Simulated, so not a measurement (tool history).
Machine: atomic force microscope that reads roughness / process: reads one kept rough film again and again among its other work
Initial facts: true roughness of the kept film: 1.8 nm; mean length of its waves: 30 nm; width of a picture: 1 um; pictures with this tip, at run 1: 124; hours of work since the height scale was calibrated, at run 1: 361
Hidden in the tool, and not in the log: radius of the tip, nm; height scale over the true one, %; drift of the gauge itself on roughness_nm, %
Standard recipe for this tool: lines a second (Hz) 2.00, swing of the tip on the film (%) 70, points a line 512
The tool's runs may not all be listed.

run     day  lines a second (Hz)  swing of the tip on the film (%)  points a line  pictures with this tip  hours of work since the height scale was calibrated  roughness of the kept film (nm (root mean square))
  1   0.000                 2.00                                70            512                     124                                                  361                                               1.587
      0.079  -- new tip fitted
  2   0.883                 2.00                                70            512                      28                                                  371                                               1.569
  3   1.708                 2.00                                70            512                      57                                                  380                                               1.590
  4   2.267                 2.00                                70            512                      77                                                  387                                               1.577
  5   3.012                 2.00                                70            512                     104                                                  395                                               1.587
  6   3.396                 2.00                                70            512                     117                                                  400                                               1.586
      3.646  -- new tip fitted
  7   4.254                 2.00                                70            512                      22                                                  409                                               1.586
  8   4.692                 2.00                                70            512                      37                                                  414                                               1.591
  9   5.429                 2.00                                70            512                      64                                                  422                                               1.582
 10   6.125                 2.00                                70            512                      88                                                  430                                               1.586
 11   6.808                 3.17                                70            512                     112                                                  438                                               1.539
      7.171  -- new tip fitted
 12   7.317                 3.17                                70            512                       5                                                  444                                               1.541
 13   7.804                 3.17                                70            512                      22                                                  449                                               1.528
 14   8.675                 3.17                                70            512                      53                                                  459                                               1.528
 15   9.338                 1.65                                70            512                      76                                                  466                                               1.601
 16   9.950                 1.65                                70            512                      98                                                  473                                               1.574
     10.758  -- new tip fitted
 17  10.758                 2.00                                70            512                       0                                                  482                                               1.564
 18  11.250                 2.00                                70            512                      17                                                  488                                               1.573
 19  11.821                 2.00                                70            512                      38                                                  494                                               1.577
 20  12.333                 2.00                                70            512                      56                                                  500                                               1.577
 21  12.775                 2.00                                70            894                      71                                                  505                                               1.572
 22  13.638                 2.65                                70            512                     102                                                  515                                               1.543
     14.325  -- new tip fitted
 23  14.446                 2.65                                70            512                       4                                                  524                                               1.562
 24  15.138                 2.65                                70            512                      28                                                  532                                               1.560
 25  15.921                 2.65                                70            512                      56                                                  540                                               1.547
 26  16.321                 2.65                                70            512                      70                                                  545                                               1.554
 27  16.879                 2.14                                59            677                      90                                                  551                                               1.607
 28  17.400                 2.14                                59            677                     109                                                  557                                               1.627
     17.921  -- new tip fitted
 29  17.988                 1.29                                62            677                       3                                                  564                                               1.635
 30  18.650                 1.19                                56            280                      26                                                  571                                               1.635
 31  19.096                 0.70                                67            512                      42                                                  576                                               1.625
 32  19.617                 0.70                                67            512                      60                                                  582                                               1.632
 33  20.062                 1.42                                56            680                      76                                                  587                                               1.641
 34  20.767                 1.42                                56            680                     101                                                  595                                               1.649
     21.458  -- new tip fitted
 35  21.488                 1.42                                56            680                       1                                                  603                                               1.641
 36  21.854                 1.42                                56            680                      14                                                  607                                               1.644
 37  22.262                 1.36                                57            586                      28                                                  612                                               1.641
 38  22.842                 0.91                                82            613                      49                                                  618                                               1.590
 39  23.692                 1.93                                75            652                      79                                                  628                                               1.560
 40  24.188                 1.93                                75            652                      97                                                  634                                               1.565
 41  24.671                 0.77                                70            512                     114                                                  639                                               1.621
     25.054  -- new tip fitted
 42  25.238                 1.90                                70            921                       6                                                  645                                               1.581
 43  25.867                 1.90                                70            921                      29                                                  652                                               1.585
 44  26.675                 1.90                                70            921                      57                                                  662                                               1.588
 45  27.433                 0.71                                70            542                      84                                                  670                                               1.639
 46  28.017                 2.00                                56            512                     105                                                  677                                               1.622
 47  28.396                 2.00                                56            512                     118                                                  681                                               1.632
     28.646  -- new tip fitted
 48  29.117                 2.00                                56            512                      17                                                  689                                               1.620
 49  29.483                 2.00                                56            512                      30                                                  693                                               1.631
 50  30.071                 2.91                                70            512                      51                                                  700                                               1.539
 51  30.925                 2.91                                86            486                      81                                                  709                                               1.423

Across each entry between runs, compare the hidden state at the last listed run before it with the hidden state at the first listed run after it:
After run 1, before run 2: new tip fitted (day 0.079)
  radius of the tip, nm: 10.2 -> 10
After run 6, before run 7: new tip fitted (day 3.646)
  radius of the tip, nm: 10.2 -> 10
After run 11, before run 12: new tip fitted (day 7.171)
  radius of the tip, nm: 10.2 -> 10
After run 16, before run 17: new tip fitted (day 10.758)
  radius of the tip, nm: 10.2 -> 10
After run 22, before run 23: new tip fitted (day 14.325)
  radius of the tip, nm: 10.2 -> 10
After run 28, before run 29: new tip fitted (day 17.921)
  radius of the tip, nm: 10.2 -> 10
After run 34, before run 35: new tip fitted (day 21.458)
  radius of the tip, nm: 10.2 -> 10; height scale over the true one, %: 0 -> 0.01
After run 41, before run 42: new tip fitted (day 25.054)
  radius of the tip, nm: 10.2 -> 10
After run 47, before run 48: new tip fitted (day 28.646)
  radius of the tip, nm: 10.2 -> 10
